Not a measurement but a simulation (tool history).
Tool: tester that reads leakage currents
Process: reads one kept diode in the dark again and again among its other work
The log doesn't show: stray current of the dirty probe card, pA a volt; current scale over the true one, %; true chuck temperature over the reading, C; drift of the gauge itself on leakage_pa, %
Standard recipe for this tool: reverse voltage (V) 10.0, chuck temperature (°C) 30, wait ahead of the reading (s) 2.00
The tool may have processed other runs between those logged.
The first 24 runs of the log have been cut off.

run	hour	reverse voltage (V)	chuck temperature (°C)	wait ahead of the reading (s)	hours of work since the probe card was cleaned	hours of work since the tester was calibrated	hours of work since the chuck was calibrated	current that the tester gives (pA)
25	2429.2	10.0	21	1.56	1710	2899	1290	156.35
# hour 2548.3: chuck's temperature calibrated
26	2560.5	14.0	26	0.96	1779	2967	6	284.55
27	2620.4	14.0	26	6.44	1811	2999	38	281.35
28	2722.5	5.2	54	4.48	1865	3053	92	1551.79
29	2832.4	10.0	24	3.78	1923	3112	151	202.07
30	2906.9	10.0	25	1.16	1963	3151	190	222.06
31	3008.5	10.0	30	8.32	2017	3205	244	336.32
32	3073.3	2.1	21	9.59	2051	3240	279	73.68

Estimate the outcome of run 33 from the log above:
33	3187.0	6.1	46	2.14	2111	3300	339	?

current that the tester gives (pA): 933.42
If the tool had no hidden condition, the same run with the same run-to-run variation would have returned current that the tester gives (pA) 933.28.

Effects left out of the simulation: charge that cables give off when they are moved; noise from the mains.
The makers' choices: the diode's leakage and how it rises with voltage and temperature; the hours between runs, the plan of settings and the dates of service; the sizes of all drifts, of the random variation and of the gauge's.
